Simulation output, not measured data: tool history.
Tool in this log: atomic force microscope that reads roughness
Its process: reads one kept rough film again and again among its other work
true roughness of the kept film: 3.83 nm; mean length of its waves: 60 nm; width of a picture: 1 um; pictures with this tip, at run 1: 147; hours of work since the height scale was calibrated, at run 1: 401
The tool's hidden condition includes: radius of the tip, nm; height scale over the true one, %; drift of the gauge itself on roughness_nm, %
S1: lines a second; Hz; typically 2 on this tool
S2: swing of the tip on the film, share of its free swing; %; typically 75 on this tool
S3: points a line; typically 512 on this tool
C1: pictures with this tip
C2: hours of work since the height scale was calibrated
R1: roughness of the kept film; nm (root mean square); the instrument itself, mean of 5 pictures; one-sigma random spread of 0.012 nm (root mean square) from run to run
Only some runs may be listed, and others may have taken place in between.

run	hour	S1	S2	S3	C1	C2	R1
1	0	2	75	512	147	401	3.428
# hour 25.4: new tip fitted
2	39.3	2	87	512	23	421	3.402
3	61.2	2	75	512	60	432	3.537
# hour 64.8: height scale calibrated on a step standard
4	89.2	2	88	512	106	12	3.332
5	129.4	2	75	512	174	33	3.419
# hour 141.8: new tip fitted
6	164.2	2	75	512	38	50	3.552
7	204	2	75	512	105	71	3.492
8	230	2	75	512	149	84	3.444
# hour 255.4: new tip fitted
# hour 258.9: height scale calibrated on a step standard, once more
9	266	0.72	69	512	17	4	3.624
10	291.7	0.72	69	421	60	17	3.616

Alternative continuations, all from the tool just after run 10; predict every row:
A	311.6	1.38	73	512	94	27	?
B	311.6	0.72	78	421	94	27	?
C	311.6	1.26	73	261	94	27	?
D	311.6	1.78	69	775	94	27	?

run	R1
A	3.523
B	3.553
C	3.532
D	3.533
What these runs would have given with no unlogged condition in the tool:
run	R1
A	3.597
B	3.628
C	3.606
D	3.607

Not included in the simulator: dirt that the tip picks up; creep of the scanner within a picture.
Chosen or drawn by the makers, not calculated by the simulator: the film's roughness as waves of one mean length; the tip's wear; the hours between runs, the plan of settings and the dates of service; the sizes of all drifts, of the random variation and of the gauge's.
